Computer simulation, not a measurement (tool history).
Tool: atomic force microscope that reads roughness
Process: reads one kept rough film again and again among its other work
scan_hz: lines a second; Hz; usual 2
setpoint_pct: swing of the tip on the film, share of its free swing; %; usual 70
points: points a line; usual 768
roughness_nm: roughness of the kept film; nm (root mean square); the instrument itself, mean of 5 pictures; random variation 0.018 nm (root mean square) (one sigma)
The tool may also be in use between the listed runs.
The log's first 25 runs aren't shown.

run,hour,scan_hz,setpoint_pct,points,roughness_nm
26,178.9,3.31,70,540,3.949
27,187.4,3.31,70,540,3.902
28,192.7,0.52,90,693,4.169
29,199.9,0.52,90,693,4.133
30,205.6,2.67,83,386,3.462
31,210.5,0.9,83,683,3.955
32,218.4,1.02,62,768,4.1
33,227.4,0.95,77,394,3.897
34,234.2,0.77,70,546,3.97

3 ways to go on from here, each from the tool as it stands after run 34. What would each give?
A,242.8,0.77,83,546,?
B,242.8,1.08,70,731,?
C,242.8,1.11,82,546,?

run,roughness_nm
A,3.773
B,3.821
C,3.707
Without the tool's hidden state the same runs would have given:
run,roughness_nm
A,4.457
B,4.512
C,4.378
